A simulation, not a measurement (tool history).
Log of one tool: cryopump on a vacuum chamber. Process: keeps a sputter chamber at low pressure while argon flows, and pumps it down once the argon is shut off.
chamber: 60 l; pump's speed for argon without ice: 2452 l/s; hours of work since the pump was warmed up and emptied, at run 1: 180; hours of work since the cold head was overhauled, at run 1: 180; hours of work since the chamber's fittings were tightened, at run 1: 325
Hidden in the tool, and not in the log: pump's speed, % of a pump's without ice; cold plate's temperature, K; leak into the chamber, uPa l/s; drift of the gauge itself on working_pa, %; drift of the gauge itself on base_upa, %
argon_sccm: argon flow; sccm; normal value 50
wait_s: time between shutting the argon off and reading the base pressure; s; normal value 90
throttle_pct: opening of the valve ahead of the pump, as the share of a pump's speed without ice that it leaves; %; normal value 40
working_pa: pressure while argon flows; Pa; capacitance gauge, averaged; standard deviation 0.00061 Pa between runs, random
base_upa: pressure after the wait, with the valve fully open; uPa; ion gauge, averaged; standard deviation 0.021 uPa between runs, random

run	day	argon_sccm	wait_s	throttle_pct	hours of work since the pump was warmed up and emptied	hours of work since the cold head was overhauled	hours of work since the chamber's fittings were tightened	working_pa	base_upa
1	0	50	90	40	180	180	325	0.0886	0.47
2	1.45	43	90	40	201	201	346	0.0763	0.5
3	2.7	38	90	40	219	219	364	0.0682	0.53
4	3.621	50	90	40	233	233	378	0.0889	0.54
5	4.633	50	90	18	247	247	392	0.1917	0.52
6	5.95	50	90	25	266	266	412	0.1424	0.55
7	6.617	38	97	45	276	276	421	0.0613	0.55
8	7.554	36	270	46	290	290	435	0.0568	0.43
9	8.779	26	270	53	308	308	453	0.0351	0.41
10	9.896	26	24	37	324	324	469	0.0514	1.12
11	10.971	34	90	40	340	340	485	0.0614	0.62
12	12.046	87	82	53	355	355	500	0.1217	0.58

Predict each of these 5 candidate next runs independently; none follows another, all start after run 12:
A	12.767	87	82	30	366	366	511	?	?
B	12.767	50	90	50	366	366	511	?	?
C	12.767	69	82	53	366	366	511	?	?
D	12.767	83	82	53	366	366	511	?	?
E	12.767	24	90	18	366	366	511	?	?

run	working_pa	base_upa
A	0.2089	0.67
B	0.0732	0.63
C	0.0966	0.63
D	0.1163	0.6
E	0.0939	0.62
Had the tool no hidden state, the same runs would have come out as:
run	working_pa	base_upa
A	0.2004	0.39
B	0.0684	0.35
C	0.0898	0.36
D	0.1082	0.33
E	0.0916	0.34

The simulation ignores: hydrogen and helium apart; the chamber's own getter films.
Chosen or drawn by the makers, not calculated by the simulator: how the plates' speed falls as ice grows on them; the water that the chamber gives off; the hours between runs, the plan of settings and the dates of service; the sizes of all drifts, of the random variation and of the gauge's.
